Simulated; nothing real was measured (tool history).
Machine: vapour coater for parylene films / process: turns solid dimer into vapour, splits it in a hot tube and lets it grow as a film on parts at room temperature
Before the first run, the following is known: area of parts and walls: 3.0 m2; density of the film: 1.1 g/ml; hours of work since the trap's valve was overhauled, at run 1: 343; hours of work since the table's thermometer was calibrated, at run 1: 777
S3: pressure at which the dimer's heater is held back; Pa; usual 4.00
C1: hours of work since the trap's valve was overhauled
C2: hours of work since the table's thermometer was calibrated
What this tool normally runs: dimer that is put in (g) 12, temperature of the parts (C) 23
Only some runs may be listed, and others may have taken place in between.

run 1 day=0.000 | dimer_that_is_put_in_(g)=12 temperature_of_the_parts_(C)=23 S3=4.00 | C1=343 C2=777 | thickness_of_the_film_(nm)=2650
run 2 day=2.192 | dimer_that_is_put_in_(g)=12 temperature_of_the_parts_(C)=23 S3=4.00 | C1=375 C2=809 | thickness_of_the_film_(nm)=2670
run 3 day=3.692 | dimer_that_is_put_in_(g)=14 temperature_of_the_parts_(C)=23 S3=4.00 | C1=397 C2=831 | thickness_of_the_film_(nm)=3040
run 4 day=5.192 | dimer_that_is_put_in_(g)=15 temperature_of_the_parts_(C)=23 S3=4.00 | C1=419 C2=853 | thickness_of_the_film_(nm)=3310
run 5 day=7.842 | dimer_that_is_put_in_(g)=15 temperature_of_the_parts_(C)=23 S3=4.00 | C1=458 C2=892 | thickness_of_the_film_(nm)=3360
run 6 day=10.367 | dimer_that_is_put_in_(g)=15 temperature_of_the_parts_(C)=23 S3=2.59 | C1=495 C2=929 | thickness_of_the_film_(nm)=3620
run 7 day=12.908 | dimer_that_is_put_in_(g)=15 temperature_of_the_parts_(C)=23 S3=2.59 | C1=532 C2=967 | thickness_of_the_film_(nm)=3650
run 8 day=14.117 | dimer_that_is_put_in_(g)=15 temperature_of_the_parts_(C)=23 S3=2.59 | C1=550 C2=984 | thickness_of_the_film_(nm)=3580
run 9 day=16.608 | dimer_that_is_put_in_(g)=15 temperature_of_the_parts_(C)=23 S3=2.59 | C1=586 C2=1021 | thickness_of_the_film_(nm)=3590
-- day=17.642 trap's valve overhauled
run 10 day=19.429 | dimer_that_is_put_in_(g)=15 temperature_of_the_parts_(C)=23 S3=2.59 | C1=26 C2=1060 | thickness_of_the_film_(nm)=3620

The next listed run, before its measurement:
run 11 day=20.958 | dimer_that_is_put_in_(g)=15 temperature_of_the_parts_(C)=23 S3=2.59 | C1=49 C2=1082 | thickness_of_the_film_(nm)=?

thickness of the film (nm): 3620
With the hidden condition absent and the run-to-run variation left alone, this run would have shown thickness of the film (nm) 3620.

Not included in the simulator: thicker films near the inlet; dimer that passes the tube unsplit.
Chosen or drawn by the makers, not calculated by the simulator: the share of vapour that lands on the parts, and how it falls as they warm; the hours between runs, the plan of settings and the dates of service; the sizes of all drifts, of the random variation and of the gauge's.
